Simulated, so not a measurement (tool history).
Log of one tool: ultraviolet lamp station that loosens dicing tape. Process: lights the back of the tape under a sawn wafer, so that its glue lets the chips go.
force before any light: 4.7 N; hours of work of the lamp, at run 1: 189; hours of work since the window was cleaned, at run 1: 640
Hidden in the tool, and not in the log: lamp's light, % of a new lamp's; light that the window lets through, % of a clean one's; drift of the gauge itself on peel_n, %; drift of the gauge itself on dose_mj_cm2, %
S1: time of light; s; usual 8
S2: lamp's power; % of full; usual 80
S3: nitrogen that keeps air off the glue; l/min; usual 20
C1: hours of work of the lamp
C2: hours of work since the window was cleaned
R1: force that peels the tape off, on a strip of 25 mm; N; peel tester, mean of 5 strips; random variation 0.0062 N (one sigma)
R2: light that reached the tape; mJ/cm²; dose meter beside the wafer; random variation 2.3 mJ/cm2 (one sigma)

run 1 day=0 | S1=8 S2=80 S3=20 | C1=189 C2=640 | R1=0.263 R2=203
run 2 day=2.625 | S1=8 S2=80 S3=9 | C1=229 C2=680 | R1=0.444 R2=202
-- day=3.338 window cleaned of glue's vapour
run 3 day=4.875 | S1=6 S2=80 S3=9 | C1=263 C2=23 | R1=0.671 R2=159
run 4 day=7.029 | S1=6 S2=80 S3=9 | C1=296 C2=56 | R1=0.708 R2=159
run 5 day=8.8 | S1=8 S2=80 S3=12 | C1=323 C2=83 | R1=0.362 R2=204
run 6 day=10.121 | S1=8 S2=80 S3=20 | C1=343 C2=103 | R1=0.261 R2=202
run 7 day=11.488 | S1=8 S2=80 S3=20 | C1=364 C2=124 | R1=0.275 R2=200
run 8 day=13.583 | S1=8 S2=80 S3=20 | C1=396 C2=156 | R1=0.284 R2=194
run 9 day=15.279 | S1=13 S2=80 S3=20 | C1=422 C2=182 | R1=0.119 R2=311
run 10 day=17.833 | S1=13 S2=80 S3=20 | C1=461 C2=221 | R1=0.126 R2=309
run 11 day=20.371 | S1=8 S2=80 S3=20 | C1=499 C2=260 | R1=0.337 R2=181
run 12 day=22.233 | S1=8 S2=80 S3=7 | C1=528 C2=288 | R1=0.646 R2=182
run 13 day=23.808 | S1=8 S2=80 S3=7 | C1=552 C2=312 | R1=0.641 R2=180
run 14 day=25.375 | S1=8 S2=80 S3=7 | C1=576 C2=336 | R1=0.65 R2=174
run 15 day=27.808 | S1=5 S2=80 S3=24 | C1=613 C2=373 | R1=0.906 R2=105
-- day=29.212 lamp changed
run 16 day=30.525 | S1=7 S2=80 S3=20 | C1=20 C2=414 | R1=0.281 R2=199
run 17 day=32.712 | S1=9 S2=71 S3=20 | C1=53 C2=447 | R1=0.217 R2=227
run 18 day=34.546 | S1=8 S2=68 S3=11 | C1=81 C2=475 | R1=0.44 R2=188
run 19 day=36.292 | S1=8 S2=68 S3=11 | C1=108 C2=501 | R1=0.454 R2=186
run 20 day=39.038 | S1=6 S2=80 S3=20 | C1=150 C2=543 | R1=0.462 R2=162
run 21 day=41.3 | S1=6 S2=80 S3=20 | C1=184 C2=578 | R1=0.451 R2=158
run 22 day=43.1 | S1=6 S2=80 S3=20 | C1=212 C2=605 | R1=0.484 R2=158
run 23 day=44.4 | S1=13 S2=60 S3=20 | C1=231 C2=625 | R1=0.18 R2=245
run 24 day=47.129 | S1=6 S2=70 S3=6 | C1=273 C2=667 | R1=1.135 R2=126
-- day=48.679 window cleaned of glue's vapour
run 25 day=49.704 | S1=5 S2=80 S3=20 | C1=312 C2=16 | R1=0.664 R2=135
run 26 day=50.983 | S1=5 S2=80 S3=20 | C1=331 C2=35 | R1=0.655 R2=136
run 27 day=52.896 | S1=5 S2=80 S3=20 | C1=361 C2=64 | R1=0.686 R2=127
run 28 day=54.792 | S1=5 S2=80 S3=20 | C1=389 C2=93 | R1=0.706 R2=122

The same runs without the tool's hidden state, with the same run-to-run variation:
run=1 R1=0.176 R2=245
run=2 R1=0.283 R2=249
run=3 R1=0.505 R2=184
run=4 R1=0.52 R2=188
run=5 R1=0.243 R2=245
run=6 R1=0.171 R2=245
run=7 R1=0.177 R2=246
run=8 R1=0.171 R2=244
run=9 R1=0.096 R2=396
run=10 R1=0.098 R2=403
run=11 R1=0.179 R2=244
run=12 R1=0.339 R2=249
run=13 R1=0.334 R2=249
run=14 R1=0.325 R2=246
run=15 R1=0.464 R2=152
run=16 R1=0.243 R2=214
run=17 R1=0.18 R2=247
run=18 R1=0.353 R2=208
run=19 R1=0.353 R2=209
run=20 R1=0.345 R2=186
run=21 R1=0.322 R2=185
run=22 R1=0.336 R2=188
run=23 R1=0.131 R2=296
run=24 R1=0.823 R2=157
run=25 R1=0.498 R2=156
run=26 R1=0.479 R2=159
run=27 R1=0.487 R2=152
run=28 R1=0.487 R2=149

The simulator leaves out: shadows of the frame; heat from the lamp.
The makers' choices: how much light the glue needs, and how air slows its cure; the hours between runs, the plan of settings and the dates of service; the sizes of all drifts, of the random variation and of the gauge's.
